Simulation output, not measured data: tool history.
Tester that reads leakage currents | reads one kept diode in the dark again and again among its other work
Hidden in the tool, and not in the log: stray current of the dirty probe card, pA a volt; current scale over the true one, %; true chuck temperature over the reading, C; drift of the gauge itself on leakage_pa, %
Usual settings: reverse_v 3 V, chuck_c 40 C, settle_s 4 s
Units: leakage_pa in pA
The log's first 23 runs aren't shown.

run    hour  reverse_v  chuck_c  settle_s  hours of work since the probe card was cleaned  hours of work since the tester was calibrated  hours of work since the chuck was calibrated  leakage_pa
 24  3797.9          3       40      3.02                                            1626                                            981                                           569      152.86
       3832  -- chuck's temperature calibrated
 25  3972.5      12.69       41      3.02                                            1733                                           1087                                            87       410.2
     4038.6  -- probe card cleaned and baked
 26  4130.1          3       59      8.56                                              57                                           1183                                           182       556.1
 27  4338.9          3       59      8.56                                             186                                           1312                                           311      541.79
 28  4449.3      18.17       40      1.38                                             254                                           1380                                           380      425.72
 29  4624.5       1.46       25      1.62                                             362                                           1488                                           488        35.8
 30  4766.2       1.46       25      1.62                                             449                                           1576                                           575        34.9
       4782  -- chuck's temperature calibrated
 31  4913.3      13.66       50      1.62                                             539                                           1666                                            81       741.3
 32  5062.4      17.18       28       1.4                                             631                                           1758                                           173         189
 33  5229.1      15.51       28      0.55                                             734                                           1861                                           276      179.36
 34  5435.6      15.51       28      0.55                                             862                                           1988                                           404      174.48
 35  5546.7       5.43       41       1.4                                             930                                           2057                                           472      227.79
     5731.4  -- chuck's temperature calibrated
 36  5759.1       3.43       58         4                                            1060                                           2187                                            17      594.89
 37  5850.8       3.43       58         4                                            1117                                           2244                                            74      587.18
 38    6057       3.43       58         4                                            1245                                           2371                                           201      573.06

Forecast each of these 3 alternatives for the next run:
  A  6162.7       18.9       51      0.41                                            1310                                           2436                                           266           ?
  B  6162.7       1.69       40         4                                            1310                                           2436                                           266           ?
  C  6162.7       5.01       41      2.07                                            1310                                           2436                                           266           ?

run  leakage_pa
  A      941.07
  B      121.04
  C      234.75
Without the tool's hidden state the same runs would have given:
run  leakage_pa
  A      965.88
  B      125.31
  C      241.59

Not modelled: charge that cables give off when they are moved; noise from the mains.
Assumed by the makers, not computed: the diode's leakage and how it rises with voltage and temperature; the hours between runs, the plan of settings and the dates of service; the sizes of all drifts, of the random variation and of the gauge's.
